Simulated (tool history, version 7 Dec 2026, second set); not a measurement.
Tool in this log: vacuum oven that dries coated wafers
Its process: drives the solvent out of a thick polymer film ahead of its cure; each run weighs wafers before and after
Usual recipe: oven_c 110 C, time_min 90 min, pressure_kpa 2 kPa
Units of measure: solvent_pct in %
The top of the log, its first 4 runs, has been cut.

run 5 day=11.729 | oven_c=110 time_min=90 pressure_kpa=2 | solvent_pct=3.69
run 6 day=13.229 | oven_c=110 time_min=90 pressure_kpa=1.3 | solvent_pct=2.79
run 7 day=16.088 | oven_c=105 time_min=90 pressure_kpa=1.3 | solvent_pct=3.65
run 8 day=17.638 | oven_c=105 time_min=90 pressure_kpa=2 | solvent_pct=4.81
run 9 day=19.708 | oven_c=110 time_min=90 pressure_kpa=2 | solvent_pct=3.83
run 10 day=22.862 | oven_c=110 time_min=83 pressure_kpa=2 | solvent_pct=4
run 11 day=26.033 | oven_c=110 time_min=83 pressure_kpa=2 | solvent_pct=3.96
run 12 day=27.433 | oven_c=110 time_min=83 pressure_kpa=2 | solvent_pct=4
run 13 day=30.688 | oven_c=110 time_min=83 pressure_kpa=2 | solvent_pct=4.05
run 14 day=32.908 | oven_c=110 time_min=83 pressure_kpa=2 | solvent_pct=4.06
run 15 day=34.621 | oven_c=110 time_min=83 pressure_kpa=2 | solvent_pct=4.06
-- day=34.942 oven's thermocouples calibrated
run 16 day=36.567 | oven_c=116 time_min=152 pressure_kpa=3.74 | solvent_pct=4.98
-- day=39.721 oven's thermocouples calibrated, once more
run 17 day=39.721 | oven_c=96 time_min=47 pressure_kpa=7.49 | solvent_pct=18.64
run 18 day=41.321 | oven_c=96 time_min=47 pressure_kpa=7.49 | solvent_pct=18.76
run 19 day=42.95 | oven_c=96 time_min=47 pressure_kpa=7.49 | solvent_pct=19.14
run 20 day=44.946 | oven_c=98 time_min=90 pressure_kpa=2 | solvent_pct=6.95
run 21 day=47.462 | oven_c=98 time_min=90 pressure_kpa=2 | solvent_pct=7
run 22 day=50.254 | oven_c=109 time_min=89 pressure_kpa=7.25 | solvent_pct=11.35
run 23 day=53.329 | oven_c=119 time_min=90 pressure_kpa=5.3 | solvent_pct=5.9
run 24 day=56.383 | oven_c=122 time_min=63 pressure_kpa=1.3 | solvent_pct=2.04

Predict the results of run 25:
run 25 day=59.088 | oven_c=122 time_min=145 pressure_kpa=3.87 | solvent_pct=?

{"run 25": {"solvent_pct": 4.02}}
Minus the tool's unlogged condition, the same run would have read solvent_pct 3.55 %.
